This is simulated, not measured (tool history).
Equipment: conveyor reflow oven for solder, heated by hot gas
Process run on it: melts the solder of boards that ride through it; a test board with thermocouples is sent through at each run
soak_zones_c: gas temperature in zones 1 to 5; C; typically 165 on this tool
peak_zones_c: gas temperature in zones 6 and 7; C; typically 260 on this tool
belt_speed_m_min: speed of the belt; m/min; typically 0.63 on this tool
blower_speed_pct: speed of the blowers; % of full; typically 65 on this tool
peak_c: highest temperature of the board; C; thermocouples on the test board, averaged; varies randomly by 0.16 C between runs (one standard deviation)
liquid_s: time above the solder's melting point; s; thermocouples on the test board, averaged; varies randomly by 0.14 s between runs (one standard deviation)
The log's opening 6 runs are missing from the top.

Run 7, day 5.871: usual settings but soak_zones_c 163 C. Result: peak_c 239.7 C, liquid_s 36.3 s.
Run 8, day 6.479: usual settings. Result: peak_c 239.9 C, liquid_s 37 s.
Run 9, day 7.683: usual settings. Result: peak_c 239.8 C, liquid_s 37.3 s.
At day 8.567: flux residue cleaned out of gas plates and filters.
Run 10, day 9.008: usual settings. Result: peak_c 240.9 C, liquid_s 38.7 s.
At day 9.262: belt drive overhauled, speed set with a stopwatch.
Run 11, day 10.467: usual settings but peak_zones_c 262 C. Result: peak_c 242.8 C, liquid_s 40.1 s.
At day 11.2: thermocouples of zones 6 and 7 changed.
Run 12, day 11.358: usual settings but peak_zones_c 262 C. Result: peak_c 244.3 C, liquid_s 41.4 s.
At day 11.725: belt drive overhauled, speed set with a stopwatch, once more.
Run 13, day 12.183: usual settings but peak_zones_c 262 C. Result: peak_c 243.9 C, liquid_s 41.1 s.
Run 14, day 13.383: usual settings but belt_speed_m_min 0.522 m/min. Result: peak_c 247.8 C, liquid_s 55.2 s.
Run 15, day 14.667: usual settings but belt_speed_m_min 0.522 m/min. Result: peak_c 247.7 C, liquid_s 55.5 s.
Run 16, day 15.246: usual settings but belt_speed_m_min 0.522 m/min. Result: peak_c 247.9 C, liquid_s 55.1 s.
Run 17, day 16.138: usual settings but soak_zones_c 174 C, belt_speed_m_min 0.522 m/min. Result: peak_c 249.1 C, liquid_s 59.5 s.
Run 18, day 17.496: usual settings but soak_zones_c 157 C, belt_speed_m_min 0.522 m/min. Result: peak_c 246.3 C, liquid_s 51.4 s.
Run 19, day 18.617: usual settings but belt_speed_m_min 0.636 m/min. Result: peak_c 241.3 C, liquid_s 38.1 s.
Run 20, day 19.633: usual settings but soak_zones_c 163 C, belt_speed_m_min 0.522 m/min. Result: peak_c 247.3 C, liquid_s 53.8 s.
Run 21, day 20.446: usual settings but soak_zones_c 152 C, blower_speed_pct 52 % of full. Result: peak_c 235.1 C, liquid_s 28.5 s.
Run 22, day 21.783: usual settings but soak_zones_c 152 C, blower_speed_pct 52 % of full. Result: peak_c 235.3 C, liquid_s 28.2 s.
Run 23, day 22.767: usual settings but soak_zones_c 175 C, blower_speed_pct 71 % of full. Result: peak_c 244.4 C, liquid_s 44.8 s.
Run 24, day 24.1: usual settings but soak_zones_c 175 C, peak_zones_c 270 C, belt_speed_m_min 0.573 m/min, blower_speed_pct 75 % of full. Result: peak_c 256.5 C, liquid_s 58.6 s.
Run 25, day 25.329: usual settings but peak_zones_c 266 C, belt_speed_m_min 0.721 m/min, blower_speed_pct 86 % of full. Result: peak_c 245.6 C, liquid_s 36.7 s.
Run 26, day 26.042: usual settings but peak_zones_c 254 C, belt_speed_m_min 0.721 m/min, blower_speed_pct 86 % of full. Result: peak_c 235.5 C, liquid_s 28.3 s.
Run 27, day 27.238: usual settings but soak_zones_c 152 C, peak_zones_c 267 C, belt_speed_m_min 0.721 m/min, blower_speed_pct 86 % of full. Result: peak_c 243.4 C, liquid_s 32 s.
At day 27.658: flux residue cleaned out of gas plates and filters.
Run 28, day 28.508: usual settings but soak_zones_c 161 C, blower_speed_pct 69 % of full. Result: peak_c 242.6 C, liquid_s 39.4 s.
Run 29, day 29.733: usual settings but soak_zones_c 166 C, peak_zones_c 261 C, belt_speed_m_min 0.599 m/min, blower_speed_pct 60 % of full. Result: peak_c 243.8 C, liquid_s 43.7 s.
Run 30, day 30.975: usual settings but blower_speed_pct 59 % of full. Result: peak_c 240.9 C, liquid_s 38.1 s.

Below are 4 alternative next runs, each starting from the tool's condition after run 30. Predict each:
Run A, day 31.579: usual settings but blower_speed_pct 59 % of full. Result: peak_c ?, liquid_s ?.
Run B, day 31.579: usual settings but peak_zones_c 263 C, belt_speed_m_min 0.748 m/min, blower_speed_pct 80 % of full. Result: peak_c ?, liquid_s ?.
Run C, day 31.579: usual settings but soak_zones_c 150 C, blower_speed_pct 59 % of full. Result: peak_c ?, liquid_s ?.
Run D, day 31.579: usual settings but peak_zones_c 266 C. Result: peak_c ?, liquid_s ?.

run  peak_c  liquid_s
  A   240.6        38
  B   241.9      32.7
  C   237.9      31.3
  D   247.1      43.7
With no hidden state in the tool, these same runs would have given:
run  peak_c  liquid_s
  A     241      38.1
  B   242.4      32.9
  C   238.3      31.5
  D   247.5      43.7
